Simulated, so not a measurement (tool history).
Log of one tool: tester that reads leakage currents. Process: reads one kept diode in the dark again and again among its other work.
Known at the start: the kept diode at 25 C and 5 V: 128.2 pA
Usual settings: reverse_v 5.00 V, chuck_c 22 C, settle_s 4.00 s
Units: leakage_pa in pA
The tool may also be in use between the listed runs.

run   hour  reverse_v  chuck_c  settle_s  leakage_pa
  1    0.0       5.00       22      4.00       97.59
  2   40.0       5.00       22      0.41       98.09
  3  103.3       5.00       22      4.00       98.06
  4  143.9       5.00       22      4.00       98.17
  5  184.5       5.00       52      4.00     1417.43
  6  225.6       5.00       52      4.00     1415.19
  7  267.6       5.00       22      3.67       99.06
  8  332.1       4.77       24      4.00      117.54
  9  405.8       1.79       23      4.00       62.20
 10  488.3       1.79       20      1.27       47.13
 11  572.3       1.79       20      1.27       47.56
 12  642.5       1.79       20      1.27       47.52
 13  705.5       1.79       20      1.27       47.68
 14  783.0       1.86       28      1.52      104.68

Measured less the same run without the tool's hidden state. The same run-to-run variation is in both; the gauge's scatter may not be:
The hidden state here: stray current of the dirty probe card, pA a volt; current scale over the true one, %; true chuck temperature over the reading, C; drift of the gauge itself on leakage_pa, %.
run  leakage_pa
  1       +1.73
  2       +1.97
  3       +2.39
  4       +2.60
  5       +6.76
  6       +9.85
  7       +3.43
  8       +3.98
  9       +1.99
 10       +2.01
 11       +2.27
 12       +2.48
 13       +2.67
 14       +4.98
